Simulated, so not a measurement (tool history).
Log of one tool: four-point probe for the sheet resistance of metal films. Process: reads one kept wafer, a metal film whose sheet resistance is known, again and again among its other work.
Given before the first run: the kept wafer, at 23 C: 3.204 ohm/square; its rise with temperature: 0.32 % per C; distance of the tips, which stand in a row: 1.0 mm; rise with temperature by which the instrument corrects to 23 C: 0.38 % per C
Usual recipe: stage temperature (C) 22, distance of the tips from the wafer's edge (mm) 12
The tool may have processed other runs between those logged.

run,hour,stage temperature (C),distance of the tips from the wafer's edge (mm),sheet resistance as the instrument gives it (ohm/square)
1,0.0,22,12,3.234826
2,26.9,22,12,3.235604
3,50.0,22,12,3.236488
4,79.0,22,12,3.237743
5,94.6,22,12,3.236394
6,116.0,22,12,3.237045
7,140.2,33,4,3.310998
8,163.0,34,14,3.214538
9,186.9,25,14,3.229285
10,208.8,19,24,3.234589
11,224.6,32,53,3.208057
12,250.2,35,14,3.212295

Forecast each of these 5 alternatives for the next run:
A,268.6,25,14,?
B,268.6,22,12,?
C,268.6,22,38,?
D,268.6,26,14,?
E,268.6,35,19,?

run,sheet resistance as the instrument gives it (ohm/square)
A,3.229955
B,3.238865
C,3.227448
D,3.228715
E,3.209857
Had the tool no hidden state, the same runs would have come out as:
run,sheet resistance as the instrument gives it (ohm/square)
A,3.209041
B,3.217879
C,3.206531
D,3.207815
E,3.189123

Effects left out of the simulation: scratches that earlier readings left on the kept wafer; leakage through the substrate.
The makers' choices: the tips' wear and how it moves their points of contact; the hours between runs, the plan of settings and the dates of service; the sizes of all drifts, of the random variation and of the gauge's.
